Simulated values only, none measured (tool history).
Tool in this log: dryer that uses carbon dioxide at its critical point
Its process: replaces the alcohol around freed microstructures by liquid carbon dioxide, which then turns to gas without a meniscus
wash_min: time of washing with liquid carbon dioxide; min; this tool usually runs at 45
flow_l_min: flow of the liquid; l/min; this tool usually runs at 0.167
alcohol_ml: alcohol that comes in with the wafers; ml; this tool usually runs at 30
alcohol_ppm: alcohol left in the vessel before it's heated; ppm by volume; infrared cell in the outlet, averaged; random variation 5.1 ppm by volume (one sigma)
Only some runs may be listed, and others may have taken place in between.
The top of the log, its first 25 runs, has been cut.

run    hour  wash_min  flow_l_min  alcohol_ml  alcohol_ppm
 26   909.1        30       0.201          79          783
 27   942.2        42       0.195          30           80
 28   966.2        37       0.163          51          525
 29   991.3        37       0.163          90          897
 30    1023        68       0.127          28           68
 31  1048.2        28       0.109          28         2700
 32  1075.8        35       0.167          50          615
 33  1103.8        37       0.188          30          171
 34    1136        37       0.188         105          587
 35  1183.5        40       0.188          43          176
 36  1219.3        27       0.188          31          732

Each row is a separate what-if for the run after 36, all from the same tool condition, not one after another. Results?
  A  1244.1        39       0.157          47            ?
  B  1244.1        33       0.127          31            ?
  C  1244.1        50       0.188         105            ?
  D  1244.1        27       0.182          25            ?
  E  1244.1        45        0.28          30            ?

run  alcohol_ppm
  A          507
  B         1337
  C          129
  D          658
  E           39
Without the tool's hidden state the same runs would have given:
run  alcohol_ppm
  A          367
  B         1087
  C           68
  D          507
  E            8
